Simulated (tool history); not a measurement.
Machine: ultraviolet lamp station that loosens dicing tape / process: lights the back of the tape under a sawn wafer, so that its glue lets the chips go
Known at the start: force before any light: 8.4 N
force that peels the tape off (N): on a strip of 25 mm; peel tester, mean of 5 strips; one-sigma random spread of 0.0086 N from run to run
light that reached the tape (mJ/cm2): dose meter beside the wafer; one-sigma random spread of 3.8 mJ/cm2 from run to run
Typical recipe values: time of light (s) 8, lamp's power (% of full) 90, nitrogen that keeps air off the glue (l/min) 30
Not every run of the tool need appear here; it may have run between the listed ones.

| run | hour | time of light (s) | lamp's power (% of full) | nitrogen that keeps air off the glue (l/min) | force that peels the tape off (N) | light that reached the tape (mJ/cm2) |
|---|---|---|---|---|---|---|
| 1 | 0 | 8 | 90 | 30 | 0.703 | 490 |
| 2 | 22.8 | 8 | 90 | 30 | 0.723 | 485 |
| 3 | 45.3 | 8 | 90 | 30 | 0.719 | 478 |
| 4 | 60.2 | 8 | 90 | 30 | 0.73 | 477 |
| 5 | 82.9 | 5 | 90 | 30 | 1.731 | 297 |
| 6 | 115.9 | 5 | 90 | 30 | 1.83 | 299 |
|  | 147.2 | window cleaned of glue's vapour |
| 7 | 147.2 | 5 | 90 | 30 | 2.046 | 272 |
| 8 | 170.5 | 5 | 90 | 30 | 2.089 | 274 |
| 9 | 185.2 | 8 | 90 | 30 | 0.92 | 428 |
| 10 | 205.1 | 8 | 90 | 30 | 0.936 | 428 |
| 11 | 230.2 | 8 | 90 | 30 | 0.986 | 424 |
|  | 244.8 | window cleaned of glue's vapour, once more |
| 12 | 248.9 | 8 | 90 | 30 | 0.644 | 504 |
| 13 | 267 | 8 | 90 | 30 | 0.65 | 504 |
| 14 | 287.2 | 8 | 90 | 30 | 0.672 | 504 |
| 15 | 309.7 | 8 | 90 | 30 | 0.676 | 494 |
| 16 | 324.4 | 8 | 90 | 30 | 0.685 | 490 |
| 17 | 350.7 | 8 | 90 | 30 | 0.698 | 497 |
| 18 | 384.1 | 8 | 90 | 30 | 0.684 | 487 |
| 19 | 412.4 | 8 | 90 | 30 | 0.722 | 484 |
| 20 | 429.8 | 8 | 90 | 30 | 0.704 | 482 |
| 21 | 444.8 | 8 | 90 | 30 | 0.713 | 479 |
| 22 | 475 | 8 | 90 | 30 | 0.715 | 476 |
| 23 | 504.2 | 8 | 90 | 30 | 0.741 | 469 |
| 24 | 533.7 | 4 | 85 | 30 | 2.673 | 223 |
| 25 | 559.8 | 4 | 85 | 30 | 2.675 | 222 |
| 26 | 576.5 | 4 | 85 | 30 | 2.676 | 217 |
| 27 | 609.1 | 8 | 85 | 10 | 1.874 | 431 |
| 28 | 627.5 | 5 | 90 | 17 | 2.482 | 283 |
| 29 | 661 | 5 | 90 | 17 | 2.593 | 283 |
| 30 | 679.1 | 5 | 90 | 17 | 2.458 | 279 |
| 31 | 695.5 | 5 | 90 | 17 | 2.531 | 274 |
| 32 | 725.3 | 8 | 73 | 41 | 1.131 | 360 |
| 33 | 739.9 | 5 | 92 | 14 | 2.731 | 280 |
| 34 | 773.6 | 8 | 99 | 44 | 0.594 | 474 |
| 35 | 794.9 | 8 | 86 | 17 | 1.497 | 406 |
| 36 | 819.8 | 4 | 86 | 54 | 2.33 | 206 |
| 37 | 846.3 | 6 | 90 | 18 | 2.127 | 312 |
| 38 | 876.7 | 5 | 60 | 30 | 3.374 | 175 |
| 39 | 890.8 | 5 | 60 | 30 | 3.369 | 174 |
| 40 | 906 | 8 | 78 | 22 | 1.587 | 355 |
| 41 | 937.3 | 8 | 78 | 22 | 1.554 | 355 |
| 42 | 970.5 | 12 | 98 | 53 | 0.239 | 657 |
| 43 | 999.6 | 9 | 85 | 30 | 0.931 | 428 |
| 44 | 1027.7 | 10 | 85 | 30 | 0.747 | 466 |

Had the tool no unlogged condition, and each run kept its random variation, what would the results have been?
What the log doesn't record here: lamp's light, % of a new lamp's; light that the window lets through, % of a clean one's; drift of the gauge itself on peel_n, %; drift of the gauge itself on dose_mj_cm2, %.
| run | force that peels the tape off (N) | light that reached the tape (mJ/cm2) |
|---|---|---|
| 1 | 0.343 | 657 |
| 2 | 0.352 | 655 |
| 3 | 0.341 | 649 |
| 4 | 0.344 | 650 |
| 5 | 1.002 | 408 |
| 6 | 1.044 | 413 |
| 7 | 1.037 | 408 |
| 8 | 1.048 | 414 |
| 9 | 0.343 | 650 |
| 10 | 0.345 | 655 |
| 11 | 0.361 | 653 |
| 12 | 0.35 | 646 |
| 13 | 0.349 | 651 |
| 14 | 0.356 | 654 |
| 15 | 0.355 | 646 |
| 16 | 0.358 | 644 |
| 17 | 0.355 | 656 |
| 18 | 0.338 | 650 |
| 19 | 0.351 | 652 |
| 20 | 0.34 | 652 |
| 21 | 0.337 | 651 |
| 22 | 0.334 | 652 |
| 23 | 0.342 | 649 |
| 24 | 1.711 | 311 |
| 25 | 1.696 | 311 |
| 26 | 1.685 | 308 |
| 27 | 1.003 | 618 |
| 28 | 1.476 | 407 |
| 29 | 1.524 | 411 |
| 30 | 1.433 | 408 |
| 31 | 1.466 | 405 |
| 32 | 0.481 | 533 |
| 33 | 1.595 | 418 |
| 34 | 0.216 | 715 |
| 35 | 0.646 | 618 |
| 36 | 1.234 | 314 |
| 37 | 1.036 | 484 |
| 38 | 2.043 | 272 |
| 39 | 2.036 | 272 |
| 40 | 0.652 | 560 |
| 41 | 0.63 | 565 |
| 42 | 0.112 | 1057 |
| 43 | 0.292 | 695 |
| 44 | 0.225 | 764 |
